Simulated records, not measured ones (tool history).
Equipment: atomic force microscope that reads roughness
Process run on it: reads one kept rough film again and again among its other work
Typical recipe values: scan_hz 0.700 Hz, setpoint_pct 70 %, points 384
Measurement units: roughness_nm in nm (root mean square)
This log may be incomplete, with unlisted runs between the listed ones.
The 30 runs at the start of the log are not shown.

run	hour	scan_hz	setpoint_pct	points	pictures with this tip	hours of work since the height scale was calibrated	roughness_nm
31	486.7	1.849	64	972	119	77	1.836
# hour 499.0: new tip fitted
32	503.3	1.849	89	972	4	87	1.954
33	514.4	0.633	89	260	15	94	2.002
34	523.5	0.633	89	260	24	100	1.989
35	542.3	1.181	68	384	41	112	1.967
36	553.1	0.888	63	313	51	119	1.988
37	565.2	0.888	63	313	63	126	1.963
38	576.6	0.888	63	313	74	133	1.930
39	589.3	0.700	63	278	86	141	1.905
40	599.6	0.700	63	278	95	148	1.909
41	609.6	0.700	63	278	105	154	1.872
42	627.3	0.700	63	278	122	165	1.847
# hour 637.5: new tip fitted
43	642.4	0.700	63	278	4	174	2.050
44	652.5	1.316	90	277	14	181	1.948
45	673.5	1.316	90	277	34	194	1.904
46	690.9	0.700	70	302	50	205	1.967
47	704.1	0.595	70	283	63	213	1.950
48	716.7	3.392	70	695	74	221	1.862

What will run 49 give?
49	729.8	3.392	70	695	87	229	?

roughness_nm: 1.819 nm (root mean square)
Take away the tool's hidden state, keep the run-to-run variation as it was, and the same run would have given roughness_nm 1.981 nm (root mean square).
